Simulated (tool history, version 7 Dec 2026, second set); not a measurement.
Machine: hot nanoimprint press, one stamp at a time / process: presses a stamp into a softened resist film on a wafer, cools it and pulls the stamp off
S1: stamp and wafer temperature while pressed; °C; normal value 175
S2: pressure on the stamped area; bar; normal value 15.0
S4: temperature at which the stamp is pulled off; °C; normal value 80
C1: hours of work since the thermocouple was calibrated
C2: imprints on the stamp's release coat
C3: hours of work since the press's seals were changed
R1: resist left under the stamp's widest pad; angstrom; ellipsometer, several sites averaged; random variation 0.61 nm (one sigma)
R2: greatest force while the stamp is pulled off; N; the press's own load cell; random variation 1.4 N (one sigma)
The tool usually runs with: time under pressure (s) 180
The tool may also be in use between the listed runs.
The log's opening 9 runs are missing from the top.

{"run": 10, "hour": 125.9, "S1": 186, "S2": 15.0, "time under pressure (s)": 180, "S4": 80, "C1": 119, "C2": 1376, "C3": 139, "R1": 821, "R2": 108}
{"run": 11, "hour": 140.5, "S1": 186, "S2": 15.0, "time under pressure (s)": 180, "S4": 80, "C1": 130, "C2": 1425, "C3": 150, "R1": 823, "R2": 106}
{"run": 12, "hour": 154.3, "S1": 186, "S2": 15.0, "time under pressure (s)": 180, "S4": 80, "C1": 141, "C2": 1470, "C3": 161, "R1": 823, "R2": 107}
{"run": 13, "hour": 164.1, "S1": 175, "S2": 15.0, "time under pressure (s)": 180, "S4": 80, "C1": 148, "C2": 1503, "C3": 168, "R1": 1416, "R2": 107}
{"run": 14, "hour": 177.8, "S1": 175, "S2": 15.0, "time under pressure (s)": 180, "S4": 80, "C1": 159, "C2": 1549, "C3": 179, "R1": 1422, "R2": 109}
{"run": 15, "hour": 185.8, "S1": 175, "S2": 15.0, "time under pressure (s)": 180, "S4": 80, "C1": 165, "C2": 1576, "C3": 185, "R1": 1416, "R2": 107}
{"hour": 204.0, "done": "stamp cleaned and given a new release coat"}
{"run": 16, "hour": 209.2, "S1": 175, "S2": 15.0, "time under pressure (s)": 310, "S4": 80, "C1": 178, "C2": 18, "C3": 198, "R1": 1139, "R2": 110}
{"hour": 211.8, "done": "gauge calibrated"}
{"run": 17, "hour": 217.9, "S1": 182, "S2": 9.9, "time under pressure (s)": 213, "S4": 67, "C1": 185, "C2": 47, "C3": 205, "R1": 1180, "R2": 134}
{"run": 18, "hour": 231.5, "S1": 178, "S2": 15.0, "time under pressure (s)": 276, "S4": 80, "C1": 195, "C2": 92, "C3": 215, "R1": 1044, "R2": 107}
{"run": 19, "hour": 243.2, "S1": 176, "S2": 9.2, "time under pressure (s)": 276, "S4": 80, "C1": 204, "C2": 131, "C3": 224, "R1": 1444, "R2": 108}
{"run": 20, "hour": 253.7, "S1": 176, "S2": 9.2, "time under pressure (s)": 276, "S4": 80, "C1": 212, "C2": 167, "C3": 232, "R1": 1464, "R2": 109}
{"run": 21, "hour": 264.3, "S1": 175, "S2": 13.5, "time under pressure (s)": 180, "S4": 66, "C1": 220, "C2": 202, "C3": 240, "R1": 1523, "R2": 140}
{"run": 22, "hour": 280.1, "S1": 184, "S2": 13.5, "time under pressure (s)": 180, "S4": 81, "C1": 232, "C2": 255, "C3": 252, "R1": 961, "R2": 107}
{"run": 23, "hour": 291.3, "S1": 184, "S2": 13.5, "time under pressure (s)": 180, "S4": 81, "C1": 241, "C2": 292, "C3": 261, "R1": 965, "R2": 105}
{"run": 24, "hour": 304.7, "S1": 185, "S2": 17.8, "time under pressure (s)": 180, "S4": 80, "C1": 251, "C2": 337, "C3": 271, "R1": 785, "R2": 104}
{"run": 25, "hour": 319.3, "S1": 175, "S2": 23.8, "time under pressure (s)": 180, "S4": 71, "C1": 262, "C2": 386, "C3": 282, "R1": 1145, "R2": 129}
{"run": 26, "hour": 330.2, "S1": 175, "S2": 11.4, "time under pressure (s)": 112, "S4": 80, "C1": 270, "C2": 422, "C3": 291, "R1": 1902, "R2": 107}
{"hour": 345.2, "done": "plate thermocouple calibrated"}
{"run": 27, "hour": 350.7, "S1": 175, "S2": 11.4, "time under pressure (s)": 112, "S4": 80, "C1": 4, "C2": 481, "C3": 304, "R1": 1909, "R2": 108}
{"run": 28, "hour": 359.3, "S1": 175, "S2": 11.4, "time under pressure (s)": 112, "S4": 80, "C1": 11, "C2": 509, "C3": 311, "R1": 1899, "R2": 107}

Run 29 is up next; what results do you expect?
{"run": 29, "hour": 376.5, "S1": 185, "S2": 9.5, "time under pressure (s)": 292, "S4": 79, "C1": 24, "C2": 567, "C3": 324, "R1": "?", "R2": "?"}

R1: 887 angstrom
R2: 108 N
With no hidden state in the tool, this same run would have given R1 904 angstrom, R2 108 N.
